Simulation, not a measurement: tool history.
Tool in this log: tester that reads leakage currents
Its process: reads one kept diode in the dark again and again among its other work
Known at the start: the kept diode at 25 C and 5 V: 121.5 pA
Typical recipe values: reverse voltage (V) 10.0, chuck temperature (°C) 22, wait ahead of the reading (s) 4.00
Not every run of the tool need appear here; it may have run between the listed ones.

| run | hour | reverse voltage (V) | chuck temperature (°C) | wait ahead of the reading (s) | current that the tester gives (pA) |
|---|---|---|---|---|---|
| 1 | 0.0 | 10.0 | 22 | 4.00 | 138.77 |
| 2 | 97.0 | 10.0 | 22 | 4.00 | 140.47 |
| 3 | 200.3 | 10.0 | 23 | 4.00 | 153.16 |
| 4 | 312.7 | 10.0 | 23 | 4.00 | 155.64 |
| 5 | 506.1 | 10.0 | 23 | 4.00 | 156.90 |
|  | 595.9 | chuck's temperature calibrated |
| 6 | 602.0 | 10.0 | 22 | 4.00 | 130.52 |
| 7 | 758.6 | 10.0 | 22 | 3.61 | 132.91 |
| 8 | 933.7 | 10.0 | 29 | 3.61 | 242.47 |
| 9 | 1020.4 | 10.0 | 29 | 3.61 | 244.24 |
| 10 | 1152.4 | 10.0 | 29 | 3.61 | 246.61 |
| 11 | 1329.1 | 10.0 | 29 | 3.61 | 248.75 |
|  | 1429.7 | probe card cleaned and baked |
| 12 | 1462.1 | 10.0 | 29 | 3.61 | 239.05 |
| 13 | 1620.6 | 10.0 | 21 | 4.00 | 116.65 |
| 14 | 1778.1 | 10.0 | 52 | 4.00 | 1607.87 |
| 15 | 1970.4 | 10.0 | 52 | 4.00 | 1627.26 |
| 16 | 2119.3 | 10.0 | 52 | 4.00 | 1632.33 |
| 17 | 2302.8 | 10.0 | 22 | 9.45 | 134.58 |
| 18 | 2472.7 | 4.0 | 21 | 5.69 | 87.76 |
| 19 | 2609.9 | 4.0 | 21 | 5.69 | 88.00 |
| 20 | 2801.8 | 10.4 | 58 | 5.63 | 2674.38 |
|  | 2956.2 | chuck's temperature calibrated |
| 21 | 2980.6 | 10.4 | 58 | 5.63 | 2500.18 |
| 22 | 3142.0 | 14.1 | 22 | 0.65 | 155.96 |
| 23 | 3272.2 | 1.3 | 26 | 1.41 | 86.76 |
|  | 3398.0 | tester calibrated |
| 24 | 3441.0 | 3.4 | 22 | 4.73 | 85.32 |
| 25 | 3624.4 | 16.6 | 22 | 5.18 | 162.12 |
| 26 | 3744.8 | 10.0 | 22 | 0.86 | 137.17 |
| 27 | 3912.3 | 10.0 | 22 | 0.86 | 137.51 |
| 28 | 4069.0 | 2.6 | 20 | 0.39 | 69.12 |
| 29 | 4178.1 | 10.0 | 36 | 4.00 | 456.29 |
| 30 | 4380.8 | 9.4 | 22 | 4.00 | 136.62 |
| 31 | 4562.4 | 1.9 | 26 | 0.52 | 106.22 |
| 32 | 4705.3 | 1.7 | 50 | 0.52 | 739.75 |
| 33 | 4799.8 | 1.7 | 50 | 0.52 | 749.07 |
| 34 | 4986.3 | 2.5 | 31 | 0.98 | 185.65 |

Forecast each of these 3 alternatives for the next run:
| A | 5106.2 | 4.3 | 28 | 0.99 | ? |
| B | 5106.2 | 17.5 | 22 | 3.46 | ? |
| C | 5106.2 | 10.0 | 22 | 1.73 | ? |

| run | current that the tester gives (pA) |
|---|---|
| A | 177.55 |
| B | 185.36 |
| C | 147.80 |
The same runs, with their run-to-run variation unchanged, on a tool lacking any hidden condition would have given:
| run | current that the tester gives (pA) |
|---|---|
| A | 152.10 |
| B | 148.66 |
| C | 121.44 |
